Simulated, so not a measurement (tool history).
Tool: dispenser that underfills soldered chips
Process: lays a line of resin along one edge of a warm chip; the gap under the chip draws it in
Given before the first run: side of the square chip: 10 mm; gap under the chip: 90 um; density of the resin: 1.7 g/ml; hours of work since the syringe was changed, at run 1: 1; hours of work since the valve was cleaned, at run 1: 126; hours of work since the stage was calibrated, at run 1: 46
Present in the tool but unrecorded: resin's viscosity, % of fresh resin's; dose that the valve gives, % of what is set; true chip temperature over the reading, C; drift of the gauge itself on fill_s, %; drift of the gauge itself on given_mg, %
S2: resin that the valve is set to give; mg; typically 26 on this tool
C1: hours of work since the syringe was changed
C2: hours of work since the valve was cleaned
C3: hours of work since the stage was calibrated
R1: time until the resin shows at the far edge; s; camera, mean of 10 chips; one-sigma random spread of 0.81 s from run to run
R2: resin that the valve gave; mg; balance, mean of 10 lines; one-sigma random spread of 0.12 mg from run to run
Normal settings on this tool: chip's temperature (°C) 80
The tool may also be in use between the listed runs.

run 1 hour=0 | chip's_temperature_(°C)=80 S2=26 | C1=1 C2=126 C3=46 | R1=76.4 R2=23.31
run 2 hour=3.9 | chip's_temperature_(°C)=80 S2=26 | C1=3 C2=129 C3=48 | R1=85.2 R2=23.23
run 3 hour=6.4 | chip's_temperature_(°C)=80 S2=26 | C1=5 C2=130 C3=50 | R1=90.6 R2=23.19
-- hour=8.2 new syringe of resin
run 4 hour=10 | chip's_temperature_(°C)=80 S2=26 | C1=1 C2=132 C3=52 | R1=78.7 R2=23.16
run 5 hour=12.9 | chip's_temperature_(°C)=76 S2=26 | C1=3 C2=134 C3=54 | R1=102.3 R2=23.39
run 6 hour=16.1 | chip's_temperature_(°C)=76 S2=26 | C1=5 C2=136 C3=56 | R1=110.4 R2=23.28
-- hour=17.8 new syringe of resin
run 7 hour=19.8 | chip's_temperature_(°C)=92 S2=26.1 | C1=1 C2=138 C3=58 | R1=46.5 R2=23.08
-- hour=23.6 dispensing valve cleaned and set on the balance
run 8 hour=23.6 | chip's_temperature_(°C)=84 S2=24.4 | C1=3 C2=0 C3=59 | R1=70.2 R2=24.46
run 9 hour=26.3 | chip's_temperature_(°C)=75 S2=33.8 | C1=5 C2=2 C3=61 | R1=109.2 R2=33.9

The next listed run, before its measurement:
-- hour=28.3 new syringe of resin
run 10 hour=29.1 | chip's_temperature_(°C)=77 S2=29.5 | C1=0 C2=3 C3=63 | R1=? R2=?

For run 10 the tool returned R1 86.8 s, R2 29.56 mg.
On a tool with no hidden condition, and with the same random variation, this run would have come out at R1 86.5 s, R2 29.62 mg.

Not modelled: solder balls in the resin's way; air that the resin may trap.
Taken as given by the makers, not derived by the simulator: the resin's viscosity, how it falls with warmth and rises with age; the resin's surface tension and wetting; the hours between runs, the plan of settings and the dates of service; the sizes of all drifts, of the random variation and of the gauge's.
